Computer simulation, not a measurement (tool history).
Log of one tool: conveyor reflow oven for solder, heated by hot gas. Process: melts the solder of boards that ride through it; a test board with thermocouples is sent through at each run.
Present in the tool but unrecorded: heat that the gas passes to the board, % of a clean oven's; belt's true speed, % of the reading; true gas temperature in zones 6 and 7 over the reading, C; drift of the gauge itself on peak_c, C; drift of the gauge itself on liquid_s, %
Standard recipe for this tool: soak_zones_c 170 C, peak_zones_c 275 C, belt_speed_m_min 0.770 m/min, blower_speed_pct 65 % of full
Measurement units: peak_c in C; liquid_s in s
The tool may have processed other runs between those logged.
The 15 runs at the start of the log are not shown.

run,hour,soak_zones_c,peak_zones_c,belt_speed_m_min,blower_speed_pct,hours of work since the flux was cleaned out,hours of work since the belt drive was overhauled,hours of work since the thermocouples were changed,peak_c,liquid_s
16,239.1,170,275,0.770,65,199,54,493,242.5,36.1
# hour 257.3: belt drive overhauled, speed set with a stopwatch, once more
17,266.2,177,273,0.894,64,215,6,508,236.0,24.4
18,277.9,173,284,0.894,64,223,14,516,241.7,28.9
19,289.3,166,269,0.795,85,230,22,524,240.6,34.4
20,306.8,166,269,0.795,85,242,34,536,240.5,33.4
21,319.5,166,269,0.795,85,251,42,545,240.1,33.1
22,331.4,170,270,0.882,65,259,51,553,231.3,19.9
23,345.3,178,284,0.770,65,269,60,562,249.3,43.6
24,368.0,167,264,0.770,65,284,76,578,231.9,23.9
25,389.7,167,264,0.770,65,299,90,593,231.1,23.5
26,400.9,167,264,0.770,83,307,98,600,236.1,31.3
27,424.0,167,271,0.701,53,322,114,616,236.6,31.8
28,438.2,167,271,0.701,53,332,123,626,236.1,31.6
29,460.3,167,271,0.701,53,347,138,641,236.2,31.5
30,475.2,170,266,0.784,65,357,149,651,232.7,24.4
31,492.6,170,287,0.911,90,369,161,663,248.1,33.8
32,512.0,170,263,0.770,59,382,174,676,228.1,19.9

Predict each of these 3 candidate next runs independently; none follows another, all start after run 32:
A,524.4,170,284,0.804,84,391,182,685,?,?
B,524.4,181,288,0.770,74,391,182,685,?,?
C,524.4,170,263,0.770,84,391,182,685,?,?

run,peak_c,liquid_s
A,249.6,39.9
B,255.2,48.6
C,235.1,30.1
Take away the tool's hidden state, keep each run's random variation, and the runs would have read:
run,peak_c,liquid_s
A,258.4,45.8
B,263.3,53.4
C,242.7,38.2
